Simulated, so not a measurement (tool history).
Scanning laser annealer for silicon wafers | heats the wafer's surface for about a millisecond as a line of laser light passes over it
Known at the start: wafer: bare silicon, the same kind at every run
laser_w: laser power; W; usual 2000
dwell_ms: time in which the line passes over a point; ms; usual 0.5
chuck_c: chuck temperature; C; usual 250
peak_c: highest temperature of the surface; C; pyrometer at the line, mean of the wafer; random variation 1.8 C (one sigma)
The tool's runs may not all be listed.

{"run": 1, "hour": 0.0, "laser_w": 2000, "dwell_ms": 0.5, "chuck_c": 250, "peak_c": 1008}
{"hour": 10.2, "done": "optics aligned, line set to its width"}
{"run": 2, "hour": 45.7, "laser_w": 2000, "dwell_ms": 0.5, "chuck_c": 250, "peak_c": 993}
{"run": 3, "hour": 71.3, "laser_w": 2000, "dwell_ms": 0.5, "chuck_c": 250, "peak_c": 997}
{"run": 4, "hour": 111.7, "laser_w": 2199, "dwell_ms": 0.5, "chuck_c": 250, "peak_c": 1066}
{"hour": 121.3, "done": "window over the wafer cleaned"}
{"run": 5, "hour": 141.6, "laser_w": 2199, "dwell_ms": 0.5, "chuck_c": 250, "peak_c": 1123}
{"run": 6, "hour": 168.2, "laser_w": 2000, "dwell_ms": 0.5, "chuck_c": 250, "peak_c": 1036}
{"hour": 191.8, "done": "optics aligned, line set to its width, once more"}
{"run": 7, "hour": 208.4, "laser_w": 2000, "dwell_ms": 0.5, "chuck_c": 250, "peak_c": 1061}
{"run": 8, "hour": 238.1, "laser_w": 2000, "dwell_ms": 0.5, "chuck_c": 250, "peak_c": 1050}
{"run": 9, "hour": 264.9, "laser_w": 2000, "dwell_ms": 0.5, "chuck_c": 250, "peak_c": 1054}
{"run": 10, "hour": 285.6, "laser_w": 1926, "dwell_ms": 0.567, "chuck_c": 232, "peak_c": 1043}
{"run": 11, "hour": 303.4, "laser_w": 2169, "dwell_ms": 0.557, "chuck_c": 244, "peak_c": 1152}
{"run": 12, "hour": 334.3, "laser_w": 2169, "dwell_ms": 0.557, "chuck_c": 244, "peak_c": 1152}
{"run": 13, "hour": 362.6, "laser_w": 2169, "dwell_ms": 0.557, "chuck_c": 244, "peak_c": 1148}
{"run": 14, "hour": 389.3, "laser_w": 1701, "dwell_ms": 0.48, "chuck_c": 220, "peak_c": 876}
{"run": 15, "hour": 426.5, "laser_w": 1886, "dwell_ms": 0.443, "chuck_c": 248, "peak_c": 947}

4 ways to go on from here, each from the tool as it stands after run 15. What would each give?
{"run": "A", "hour": 450.2, "laser_w": 1996, "dwell_ms": 0.407, "chuck_c": 250, "peak_c": "?"}
{"run": "B", "hour": 450.2, "laser_w": 2024, "dwell_ms": 0.385, "chuck_c": 262, "peak_c": "?"}
{"run": "C", "hour": 450.2, "laser_w": 1886, "dwell_ms": 0.597, "chuck_c": 229, "peak_c": "?"}
{"run": "D", "hour": 450.2, "laser_w": 2070, "dwell_ms": 0.535, "chuck_c": 219, "peak_c": "?"}

run=A peak_c=966
run=B peak_c=970
run=C peak_c=1025
run=D peak_c=1053
Without the tool's hidden state the same runs would have given:
run=A peak_c=997
run=B peak_c=1001
run=C peak_c=1060
run=D peak_c=1090
